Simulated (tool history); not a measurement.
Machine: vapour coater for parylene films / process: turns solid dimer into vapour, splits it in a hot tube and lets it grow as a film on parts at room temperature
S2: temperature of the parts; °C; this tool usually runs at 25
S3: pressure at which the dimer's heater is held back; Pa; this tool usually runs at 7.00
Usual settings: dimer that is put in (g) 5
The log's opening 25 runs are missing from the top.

Run 26, hour 1435.0: usual settings but dimer that is put in (g) 4, S2 22 °C, S3 7.41 Pa. Result: thickness of the film (um) 0.849.
Run 27, hour 1488.6: usual settings but dimer that is put in (g) 4, S2 24 °C, S3 7.41 Pa. Result: thickness of the film (um) 0.816.
Run 28, hour 1555.9: usual settings but S2 19 °C. Result: thickness of the film (um) 1.111.
Run 29, hour 1610.8: usual settings but S2 18 °C, S3 6.12 Pa. Result: thickness of the film (um) 1.156.
Run 30, hour 1670.7: usual settings but dimer that is put in (g) 4, S3 11.85 Pa. Result: thickness of the film (um) 0.701.
Run 31, hour 1741.4: usual settings but dimer that is put in (g) 9, S2 19 °C, S3 11.71 Pa. Result: thickness of the film (um) 1.735.
Run 32, hour 1802.2: usual settings but S2 28 °C, S3 7.23 Pa. Result: thickness of the film (um) 0.943.
Run 33, hour 1884.4: usual settings but S2 28 °C, S3 7.23 Pa. Result: thickness of the film (um) 0.940.
Run 34, hour 1919.2: usual settings but dimer that is put in (g) 3, S2 21 °C, S3 2.32 Pa. Result: thickness of the film (um) 0.834.
Run 35, hour 1966.8: usual settings. Result: thickness of the film (um) 0.980.
Run 36, hour 2031.1: usual settings but S2 36 °C. Result: thickness of the film (um) 0.826.
At hour 2064.8: trap's valve overhauled.
Run 37, hour 2078.9: usual settings but S2 36 °C. Result: thickness of the film (um) 0.878.
Run 38, hour 2159.7: usual settings but dimer that is put in (g) 4, S2 22 °C, S3 2.49 Pa. Result: thickness of the film (um) 1.121.
Run 39, hour 2212.9: usual settings but dimer that is put in (g) 4, S2 22 °C, S3 2.49 Pa. Result: thickness of the film (um) 1.113.
Run 40, hour 2286.1: usual settings but dimer that is put in (g) 3, S2 18 °C, S3 6.02 Pa. Result: thickness of the film (um) 0.712.
Run 41, hour 2322.3: usual settings but dimer that is put in (g) 3, S2 18 °C, S3 6.02 Pa. Result: thickness of the film (um) 0.703.
Run 42, hour 2364.6: usual settings but dimer that is put in (g) 3, S2 18 °C, S3 6.02 Pa. Result: thickness of the film (um) 0.706.
Run 43, hour 2413.3: usual settings but S2 26 °C, S3 7.46 Pa. Result: thickness of the film (um) 0.985.
Run 44, hour 2485.1: usual settings but dimer that is put in (g) 3, S2 36 °C, S3 11.54 Pa. Result: thickness of the film (um) 0.454.
Run 45, hour 2523.7: usual settings but dimer that is put in (g) 8, S2 18 °C, S3 5.88 Pa. Result: thickness of the film (um) 1.881.
Run 46, hour 2570.1: usual settings but dimer that is put in (g) 8, S2 18 °C, S3 5.88 Pa. Result: thickness of the film (um) 1.869.

Below are 5 alternative next runs, each starting from the tool's condition after run 46. Predict each:
Run A, hour 2624.0: usual settings but S2 19 °C. Result: thickness of the film (um) ?.
Run B, hour 2624.0: usual settings but dimer that is put in (g) 8, S2 18 °C, S3 5.93 Pa. Result: thickness of the film (um) ?.
Run C, hour 2624.0: usual settings but S2 28 °C, S3 7.15 Pa. Result: thickness of the film (um) ?.
Run D, hour 2624.0: usual settings but dimer that is put in (g) 3, S2 28 °C, S3 8.78 Pa. Result: thickness of the film (um) ?.
Run E, hour 2624.0: usual settings but S2 31 °C, S3 6.99 Pa. Result: thickness of the film (um) ?.

run  thickness of the film (um)
  A                       1.098
  B                       1.857
  C                       0.952
  D                       0.549
  E                       0.920
Take away the tool's hidden state, keep each run's random variation, and the runs would have read:
run  thickness of the film (um)
  A                       1.136
  B                       1.920
  C                       0.984
  D                       0.567
  E                       0.951
